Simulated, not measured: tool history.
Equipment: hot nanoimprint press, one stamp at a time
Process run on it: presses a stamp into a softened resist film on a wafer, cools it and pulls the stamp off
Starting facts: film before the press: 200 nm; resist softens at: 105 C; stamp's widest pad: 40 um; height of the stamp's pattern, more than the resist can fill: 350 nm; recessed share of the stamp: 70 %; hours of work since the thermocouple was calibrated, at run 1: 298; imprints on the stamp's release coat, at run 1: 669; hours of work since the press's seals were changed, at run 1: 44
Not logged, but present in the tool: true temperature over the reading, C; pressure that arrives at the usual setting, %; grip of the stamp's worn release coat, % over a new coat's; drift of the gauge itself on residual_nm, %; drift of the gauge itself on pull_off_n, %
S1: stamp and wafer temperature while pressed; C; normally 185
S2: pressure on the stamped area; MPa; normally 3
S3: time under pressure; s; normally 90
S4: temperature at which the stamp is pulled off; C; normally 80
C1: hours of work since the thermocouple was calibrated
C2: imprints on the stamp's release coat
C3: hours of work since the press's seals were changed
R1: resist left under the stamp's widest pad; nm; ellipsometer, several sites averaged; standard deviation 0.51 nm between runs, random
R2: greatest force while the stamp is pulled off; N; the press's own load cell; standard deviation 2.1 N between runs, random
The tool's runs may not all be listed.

run   hour   S1    S2   S3  S4   C1   C2  C3     R1   R2
  1      0  185     3   90  80  298  669  44   97.7  154
  2    6.8  185     3   90  80  302  683  47   96.6  151
  3   15.2  185  3.04   90  80  306  699  51   96.6  152
  4     24  185  3.04   90  80  310  716  55   95.7  159
  5   37.4  185  3.04   90  80  317  742  62   96.7  155
  6   48.5  185  2.29   90  80  322  764  68  111.6  161
  7   56.9  185  2.29   90  80  326  780  72    113  161
  8   66.9  194  2.29  131  83  331  799  77   71.9  148
  9   74.9  188     3   69  80  335  815  81   95.3  157
      84.9  -- stamp cleaned and given a new release coat
 10   91.9  195  1.84   69  80  341   14  86   98.5  130
 11  105.4  195  1.84   69  80  348   40  93   97.8  131

Here are 5 independent what-if runs from the current tool condition. What would each one return?
  A  116.5  194  3.29  90  82  353  62  98   ?   ?
  B  116.5  185  3.27  59  82  353  62  98   ?   ?
  C  116.5  174  1.84  69  80  353  62  98   ?   ?
  D  116.5  195  1.84  69  81  353  62  98   ?   ?
  E  116.5  195  1.84  90  80  353  62  98   ?   ?

run     R1   R2
  A   67.2  127
  B  106.8  124
  C  171.8  127
  D   97.7  126
  E   89.4  125
Without the tool's unlogged condition, the same runs would have read:
run     R1   R2
  A   63.6  121
  B  101.3  117
  C  167.2  121
  D   93.1  120
  E     85  119
